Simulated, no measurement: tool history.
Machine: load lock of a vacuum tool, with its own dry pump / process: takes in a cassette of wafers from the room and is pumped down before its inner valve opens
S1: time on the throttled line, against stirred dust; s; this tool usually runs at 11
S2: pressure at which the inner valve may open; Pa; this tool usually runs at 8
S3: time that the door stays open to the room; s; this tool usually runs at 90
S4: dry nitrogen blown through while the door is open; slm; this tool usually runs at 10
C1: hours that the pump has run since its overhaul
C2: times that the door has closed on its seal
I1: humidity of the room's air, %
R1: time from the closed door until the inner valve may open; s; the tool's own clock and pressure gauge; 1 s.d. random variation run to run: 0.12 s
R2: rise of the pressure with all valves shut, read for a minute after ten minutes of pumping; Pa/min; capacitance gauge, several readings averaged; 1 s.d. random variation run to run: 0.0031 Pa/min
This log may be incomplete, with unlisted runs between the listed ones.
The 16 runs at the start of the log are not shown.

Run 17, hour 2284.3: usual settings but S1 22 s; C1 8284; C2 19367; I1 43.7. Result: R1 28.5 s, R2 0.188 Pa/min.
Run 18, hour 2450.2: usual settings; C1 8450; C2 19934; I1 45.9. Result: R1 20.5 s, R2 0.201 Pa/min.
Run 19, hour 2573.9: usual settings; C1 8574; C2 20357; I1 44. Result: R1 20.5 s, R2 0.209 Pa/min.
Run 20, hour 2685.3: usual settings; C1 8685; C2 20738; I1 47.3. Result: R1 20.6 s, R2 0.208 Pa/min.
Run 21, hour 2876.1: usual settings but S1 7 s, S4 6 slm; C1 8876; C2 21390; I1 42.8. Result: R1 17.7 s, R2 0.222 Pa/min.
Run 22, hour 3000.7: usual settings but S1 7 s, S4 6 slm; C1 9001; C2 21817; I1 44.8. Result: R1 17.8 s, R2 0.233 Pa/min.
Run 23, hour 3087.1: usual settings but S2 14 Pa, S3 66 s; C1 9087; C2 22112; I1 45.8. Result: R1 19.7 s, R2 0.212 Pa/min.
Run 24, hour 3257.8: usual settings but S1 15 s, S2 12 Pa, S3 47 s; C1 9258; C2 22696; I1 47.2. Result: R1 23 s, R2 0.218 Pa/min.
Run 25, hour 3421.8: usual settings but S1 7 s; C1 9422; C2 23257; I1 41.2. Result: R1 17.7 s, R2 0.229 Pa/min.
Run 26, hour 3600: usual settings; C1 9600; C2 23866; I1 43.6. Result: R1 20.7 s, R2 0.225 Pa/min.

For run 27, what comes out?
Run 27, hour 3707.7: usual settings but S2 14 Pa, S3 152 s; C1 9708; C2 24234; I1 44.4. Result: R1 ?, R2 ?.

R1: 20.2 s
R2: 0.248 Pa/min
If the tool had no hidden condition, the same run with the same run-to-run variation would have returned R1 19.1 s, R2 0.089 Pa/min.
